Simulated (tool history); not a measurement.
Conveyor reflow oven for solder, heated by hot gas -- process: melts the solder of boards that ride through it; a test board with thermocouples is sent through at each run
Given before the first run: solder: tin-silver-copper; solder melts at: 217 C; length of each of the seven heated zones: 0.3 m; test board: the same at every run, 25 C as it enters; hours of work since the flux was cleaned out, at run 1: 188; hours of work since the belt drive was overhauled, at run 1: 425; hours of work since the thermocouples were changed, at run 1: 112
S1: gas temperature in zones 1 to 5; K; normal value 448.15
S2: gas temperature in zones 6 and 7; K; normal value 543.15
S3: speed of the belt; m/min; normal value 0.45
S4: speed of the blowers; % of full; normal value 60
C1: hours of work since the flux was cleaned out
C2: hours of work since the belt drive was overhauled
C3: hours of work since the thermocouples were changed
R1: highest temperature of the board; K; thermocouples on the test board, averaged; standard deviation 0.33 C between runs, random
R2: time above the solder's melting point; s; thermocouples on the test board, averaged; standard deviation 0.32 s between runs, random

run	day	S1	S2	S3	S4	C1	C2	C3	R1	R2
1	0	448.15	543.15	0.45	60	188	425	112	528.05	62.9
2	1.983	448.15	543.15	0.45	60	219	455	142	528.35	62.2
3	4.117	448.15	534.15	0.45	60	251	488	175	519.85	57.5
4	6.038	448.15	534.15	0.45	60	280	517	204	520.75	56.9
5	7.854	448.15	534.15	0.45	60	308	545	232	520.65	56.9
6	8.775	448.15	554.15	0.45	60	322	559	246	537.95	68.9
7	9.812	448.15	543.15	0.45	60	338	574	261	528.65	62.4
8	10.958	448.15	543.15	0.45	60	355	592	279	528.55	62.4
9	13.104	448.15	543.15	0.45	60	388	625	312	528.65	63.2
10	14.375	448.15	543.15	0.45	60	407	644	331	529.05	63.6
11	16.267	448.15	543.15	0.45	60	436	673	360	528.55	62
12	17.683	448.15	543.15	0.45	60	458	694	381	528.55	62.9
# day 18.179: flux residue cleaned out of gas plates and filters
13	19.75	448.15	543.15	0.45	60	24	723	410	528.45	62.7
14	21.333	448.15	543.15	0.45	60	48	747	434	528.45	62.8
15	22.6	448.15	543.15	0.45	60	67	766	453	528.65	63.3
16	24.25	448.15	543.15	0.45	60	92	791	478	528.55	62.5
17	26.433	448.15	543.15	0.45	60	126	824	511	528.75	63
18	28.525	447.15	537.15	0.462	60	158	856	543	522.55	56.4
19	29.421	447.15	537.15	0.462	60	171	870	557	522.45	55.9
20	31.1	448.15	543.15	0.415	60	197	896	583	530.25	70
21	32.329	447.15	531.15	0.367	79	216	914	601	525.55	78.2
22	34.233	446.15	556.15	0.45	72	245	943	630	542.85	71.3
23	35.642	461.15	543.15	0.53	61	266	965	652	526.05	55.4
# day 36.008: thermocouples of zones 6 and 7 changed
24	36.625	454.15	542.15	0.366	51	280	978	9	532.05	83.3
25	37.746	454.15	542.15	0.366	51	297	996	26	531.75	84.5
26	38.792	454.15	542.15	0.502	70	313	1011	42	528.45	58.1
27	40.612	448.15	533.15	0.45	58	340	1039	70	519.05	55.5
28	41.562	448.15	533.15	0.39	51	355	1054	85	521.05	66.7
29	43.246	448.15	533.15	0.39	51	381	1079	110	520.95	67.1
30	44.533	448.15	543.15	0.501	60	400	1099	130	525.05	53.4
31	45.442	448.15	548.15	0.45	60	414	1113	144	533.25	65.8

4 options for the next run, each taken on its own from the tool as it stands now. Forecast them:
A	47.371	435.15	543.15	0.494	60	443	1142	173	?	?
B	47.371	448.15	548.15	0.45	52	443	1142	173	?	?
C	47.371	448.15	537.15	0.45	60	443	1142	173	?	?
D	47.371	448.15	543.15	0.45	55	443	1142	173	?	?

run	R1	R2
A	522.65	49
B	530.45	63.3
C	523.25	58.9
D	526.95	61.8
Had the tool no hidden state, the same runs would have come out as:
run	R1	R2
A	522.75	49.2
B	530.55	63.4
C	523.35	59
D	527.05	61.9
